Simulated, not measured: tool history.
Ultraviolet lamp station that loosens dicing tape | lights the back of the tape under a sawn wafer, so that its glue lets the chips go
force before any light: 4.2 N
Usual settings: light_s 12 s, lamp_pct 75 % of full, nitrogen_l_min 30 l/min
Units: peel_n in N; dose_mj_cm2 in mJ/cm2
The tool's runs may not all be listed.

| run | hour | light_s | lamp_pct | nitrogen_l_min | peel_n | dose_mj_cm2 |
|---|---|---|---|---|---|---|
| 1 | 0.0 | 12 | 75 | 30 | 0.317 | 255 |
| 2 | 19.0 | 12 | 75 | 30 | 0.323 | 257 |
| 3 | 40.0 | 12 | 75 | 30 | 0.314 | 254 |
| 4 | 63.5 | 12 | 75 | 30 | 0.336 | 252 |
|  | 81.7 | window cleaned of glue's vapour |
| 5 | 88.7 | 12 | 75 | 30 | 0.289 | 292 |
| 6 | 106.9 | 12 | 75 | 35 | 0.289 | 284 |
| 7 | 124.6 | 12 | 78 | 30 | 0.288 | 301 |
| 8 | 146.0 | 12 | 75 | 30 | 0.272 | 284 |
| 9 | 164.6 | 12 | 75 | 30 | 0.295 | 279 |
| 10 | 192.4 | 12 | 75 | 30 | 0.292 | 284 |
| 11 | 218.5 | 12 | 75 | 41 | 0.297 | 278 |
| 12 | 231.4 | 12 | 75 | 30 | 0.277 | 280 |
| 13 | 247.2 | 12 | 75 | 30 | 0.296 | 278 |

Forecast run 14:
| 14 | 265.8 | 12 | 75 | 30 | ? | ? |

{"run 14": {"peel_n": 0.295, "dose_mj_cm2": 275}}
Without the tool's hidden state the same run would have given peel_n 0.272 N, dose_mj_cm2 305 mJ/cm2.
